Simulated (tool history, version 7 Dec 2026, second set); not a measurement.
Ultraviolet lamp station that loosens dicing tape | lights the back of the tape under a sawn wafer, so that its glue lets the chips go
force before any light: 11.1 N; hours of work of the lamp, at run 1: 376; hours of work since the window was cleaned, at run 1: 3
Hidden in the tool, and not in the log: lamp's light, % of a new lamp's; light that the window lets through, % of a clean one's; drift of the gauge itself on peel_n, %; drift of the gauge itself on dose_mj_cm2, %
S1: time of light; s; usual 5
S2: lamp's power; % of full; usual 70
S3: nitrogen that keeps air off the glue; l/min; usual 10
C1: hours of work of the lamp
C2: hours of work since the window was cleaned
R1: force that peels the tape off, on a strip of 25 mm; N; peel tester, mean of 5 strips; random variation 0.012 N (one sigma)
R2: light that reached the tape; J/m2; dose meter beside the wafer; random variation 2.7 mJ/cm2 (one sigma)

| run | hour | S1 | S2 | S3 | C1 | C2 | R1 | R2 |
|---|---|---|---|---|---|---|---|---|
| 1 | 0.0 | 5 | 70 | 10 | 376 | 3 | 0.783 | 3260 |
| 2 | 16.0 | 5 | 64 | 10 | 384 | 11 | 0.910 | 2950 |
| 3 | 50.2 | 3 | 70 | 10 | 402 | 29 | 2.226 | 1880 |
| 4 | 83.1 | 5 | 70 | 7 | 419 | 46 | 1.052 | 3090 |
| 5 | 111.4 | 5 | 70 | 10 | 434 | 61 | 0.859 | 3140 |
| 6 | 139.6 | 5 | 70 | 10 | 449 | 76 | 0.855 | 3140 |
| 7 | 175.1 | 5 | 70 | 8 | 467 | 94 | 0.959 | 3070 |
| 8 | 205.5 | 5 | 70 | 8 | 483 | 110 | 0.971 | 3050 |
| 9 | 242.1 | 5 | 70 | 3 | 502 | 129 | 1.825 | 2970 |
| 10 | 267.4 | 5 | 70 | 11 | 515 | 142 | 0.921 | 2950 |
| 11 | 295.0 | 5 | 70 | 10 | 530 | 157 | 0.960 | 2920 |
| 12 | 314.1 | 5 | 70 | 10 | 540 | 167 | 0.962 | 2930 |
| 13 | 347.5 | 5 | 70 | 10 | 557 | 184 | 0.981 | 2900 |
| 14 | 376.0 | 5 | 70 | 11 | 572 | 199 | 0.974 | 2890 |
| 15 | 406.1 | 5 | 70 | 11 | 588 | 215 | 1.000 | 2870 |
| 16 | 428.7 | 5 | 70 | 5 | 600 | 226 | 1.460 | 2830 |
| 17 | 449.9 | 5 | 81 | 10 | 611 | 238 | 0.787 | 3260 |
| 18 | 478.3 | 5 | 81 | 10 | 625 | 252 | 0.770 | 3210 |
|  | 480.6 | window cleaned of glue's vapour |
| 19 | 493.7 | 5 | 81 | 10 | 633 | 7 | 0.850 | 3110 |
| 20 | 527.6 | 5 | 70 | 10 | 651 | 25 | 1.193 | 2660 |
| 21 | 549.0 | 5 | 70 | 10 | 662 | 36 | 1.231 | 2670 |
| 22 | 564.6 | 5 | 70 | 10 | 670 | 44 | 1.211 | 2630 |
| 23 | 580.6 | 5 | 65 | 4 | 679 | 52 | 2.225 | 2490 |
| 24 | 615.1 | 5 | 70 | 10 | 697 | 70 | 1.198 | 2590 |
| 25 | 632.8 | 5 | 87 | 14 | 706 | 79 | 0.642 | 3200 |
|  | 638.4 | window cleaned of glue's vapour, once more |
| 26 | 665.2 | 5 | 87 | 14 | 722 | 14 | 0.522 | 3550 |
| 27 | 691.1 | 7 | 70 | 5 | 736 | 28 | 0.767 | 3870 |
| 28 | 723.1 | 3 | 61 | 8 | 753 | 44 | 3.465 | 1500 |
| 29 | 756.7 | 3 | 91 | 7 | 770 | 62 | 2.099 | 2160 |
| 30 | 777.3 | 3 | 91 | 7 | 781 | 72 | 2.177 | 2160 |
| 31 | 806.3 | 3 | 91 | 7 | 796 | 88 | 2.205 | 2100 |
| 32 | 835.6 | 3 | 91 | 7 | 811 | 103 | 2.210 | 2080 |
| 33 | 865.1 | 2 | 65 | 9 | 827 | 118 | 4.852 | 1000 |
| 34 | 881.4 | 5 | 63 | 10 | 835 | 127 | 1.501 | 2360 |
| 35 | 903.3 | 5 | 63 | 10 | 847 | 138 | 1.553 | 2350 |
| 36 | 939.6 | 5 | 84 | 10 | 865 | 157 | 0.845 | 3140 |
| 37 | 970.1 | 3 | 62 | 11 | 881 | 173 | 3.405 | 1340 |
| 38 | 1006.4 | 5 | 65 | 8 | 900 | 192 | 1.736 | 2330 |
| 39 | 1036.3 | 5 | 80 | 16 | 916 | 208 | 0.842 | 2860 |
| 40 | 1051.6 | 7 | 80 | 5 | 924 | 216 | 0.724 | 3980 |
| 41 | 1066.5 | 7 | 80 | 5 | 932 | 223 | 0.743 | 3940 |
| 42 | 1099.3 | 9 | 70 | 12 | 949 | 240 | 0.333 | 4410 |

4 ways to go on from here, each from the tool as it stands after run 42. What would each give?
| A | 1124.7 | 3 | 70 | 10 | 962 | 254 | ? | ? |
| B | 1124.7 | 6 | 85 | 4 | 962 | 254 | ? | ? |
| C | 1124.7 | 5 | 98 | 4 | 962 | 254 | ? | ? |
| D | 1124.7 | 5 | 99 | 5 | 962 | 254 | ? | ? |

| run | R1 | R2 |
|---|---|---|
| A | 3.319 | 1450 |
| B | 1.137 | 3600 |
| C | 1.192 | 3390 |
| D | 1.026 | 3390 |
Without the tool's hidden state the same runs would have given:
| run | R1 | R2 |
|---|---|---|
| A | 1.768 | 2200 |
| B | 0.415 | 5450 |
| C | 0.442 | 5180 |
| D | 0.373 | 5180 |
